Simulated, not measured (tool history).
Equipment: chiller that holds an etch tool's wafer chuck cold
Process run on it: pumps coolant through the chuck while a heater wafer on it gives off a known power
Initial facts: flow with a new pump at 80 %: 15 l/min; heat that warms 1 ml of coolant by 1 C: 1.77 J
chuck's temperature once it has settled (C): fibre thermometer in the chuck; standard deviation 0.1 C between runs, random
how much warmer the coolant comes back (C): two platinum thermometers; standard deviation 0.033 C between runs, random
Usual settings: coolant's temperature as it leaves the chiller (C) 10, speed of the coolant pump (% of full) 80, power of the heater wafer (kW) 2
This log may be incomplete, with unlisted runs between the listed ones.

| run | hour | coolant's temperature as it leaves the chiller (C) | speed of the coolant pump (% of full) | power of the heater wafer (kW) | chuck's temperature once it has settled (C) | how much warmer the coolant comes back (C) |
|---|---|---|---|---|---|---|
| 1 | 0 | 10 | 80 | 2 | 21.6 | 4.56 |
| 2 | 27.6 | 10 | 80 | 2 | 21.7 | 4.52 |
| 3 | 62.8 | 10 | 80 | 2 | 21.8 | 4.47 |
| 4 | 82.6 | 10 | 80 | 2 | 21.6 | 4.5 |
| 5 | 118.7 | 10 | 80 | 2 | 22 | 4.48 |
| 6 | 155.1 | 10 | 80 | 2 | 21.6 | 4.45 |
| 7 | 186.1 | 19 | 80 | 2 | 30.7 | 4.45 |
| 8 | 213.6 | 19 | 80 | 2 | 30.9 | 4.4 |
| 9 | 241.1 | 19 | 80 | 2 | 30.6 | 4.42 |
| 10 | 273.8 | 8 | 80 | 2 | 19.7 | 4.44 |
| 11 | 292.3 | 12 | 80 | 2 | 23.7 | 4.4 |
| 12 | 325.5 | 10 | 80 | 2.135 | 22.4 | 4.77 |
| 13 | 358.5 | 10 | 80 | 2.135 | 22.4 | 4.69 |
| 14 | 383.4 | 10 | 80 | 2.135 | 22.6 | 4.67 |
| 15 | 403.2 | 10 | 80 | 2.135 | 22.5 | 4.7 |
|  | 426.5 | chiller's thermometer calibrated |
| 16 | 434 | 10 | 80 | 2.155 | 22.7 | 4.78 |
| 17 | 451.9 | 10 | 80 | 2.155 | 22.7 | 4.73 |
| 18 | 469.4 | 10 | 80 | 2.155 | 22.5 | 4.72 |
| 19 | 502.4 | 17 | 61 | 2.235 | 32.5 | 6.45 |
| 20 | 533.6 | 10 | 76 | 2.263 | 23.5 | 5.18 |
| 21 | 552.5 | 19 | 89 | 2.263 | 31.5 | 4.46 |
| 22 | 574.9 | 19 | 89 | 2.263 | 31.5 | 4.45 |
| 23 | 609.4 | 19 | 89 | 2.263 | 31.5 | 4.36 |
| 24 | 634.9 | 19 | 89 | 2.263 | 31.5 | 4.44 |
| 25 | 660.4 | 19 | 89 | 2.263 | 31.6 | 4.42 |
|  | 663.7 | gauge calibrated |
| 26 | 681.2 | 19 | 89 | 1.314 | 26 | 2.71 |
| 27 | 711.2 | 3 | 62 | 1.681 | 14.4 | 4.94 |
| 28 | 747.7 | 10 | 62 | 1.392 | 19.5 | 4.03 |
| 29 | 784.7 | 15 | 62 | 2.449 | 31.7 | 7.02 |
| 30 | 814.4 | 12 | 80 | 1.774 | 22.3 | 3.97 |
| 31 | 839.4 | 10 | 68 | 2 | 23 | 5.24 |

How would selected steps in how much warmer the coolant comes back (C) from run to run divide? Give the signed amount a tool lacking its hidden state would still show from settings, what came in and random variation, and the signed amount left for the hidden state, including any gauge scatter that is not in both of the compared results.
Hidden state present: heat passed by the chuck's channels, % of clean ones'; flow at a given pump speed, % of a new pump's; coolant's true temperature over the reading, C; drift of the gauge itself on chuck_c, C; drift of the gauge itself on warmer_back_c, C.
Run 6 -> 7: coolant's temperature as it leaves the chiller (C) 10 -> 19. how much warmer the coolant comes back (C) +0: hidden state -0.02, all else +0.02.
Run 8 -> 9: no setting touched and nothing written in the log between the runs. how much warmer the coolant comes back (C) +0.02: hidden state -0.02, all else +0.04.
Run 25 -> 26: power of the heater wafer (kW) 2.263 -> 1.314, gauge calibrated. how much warmer the coolant comes back (C) -1.71: hidden state +0.22, all else -1.93.
Run 26 -> 27: coolant's temperature as it leaves the chiller (C) 19 -> 3, speed of the coolant pump (% of full) 89 -> 62, power of the heater wafer (kW) 1.314 -> 1.681. how much warmer the coolant comes back (C) +2.23: hidden state +0, all else +2.23.
Run 28 -> 29: coolant's temperature as it leaves the chiller (C) 10 -> 15, power of the heater wafer (kW) 1.392 -> 2.449. how much warmer the coolant comes back (C) +2.99: hidden state -0.02, all else +3.01.
Run 29 -> 30: coolant's temperature as it leaves the chiller (C) 15 -> 12, speed of the coolant pump (% of full) 62 -> 80, power of the heater wafer (kW) 2.449 -> 1.774. how much warmer the coolant comes back (C) -3.05: hidden state -0.01, all else -3.04.

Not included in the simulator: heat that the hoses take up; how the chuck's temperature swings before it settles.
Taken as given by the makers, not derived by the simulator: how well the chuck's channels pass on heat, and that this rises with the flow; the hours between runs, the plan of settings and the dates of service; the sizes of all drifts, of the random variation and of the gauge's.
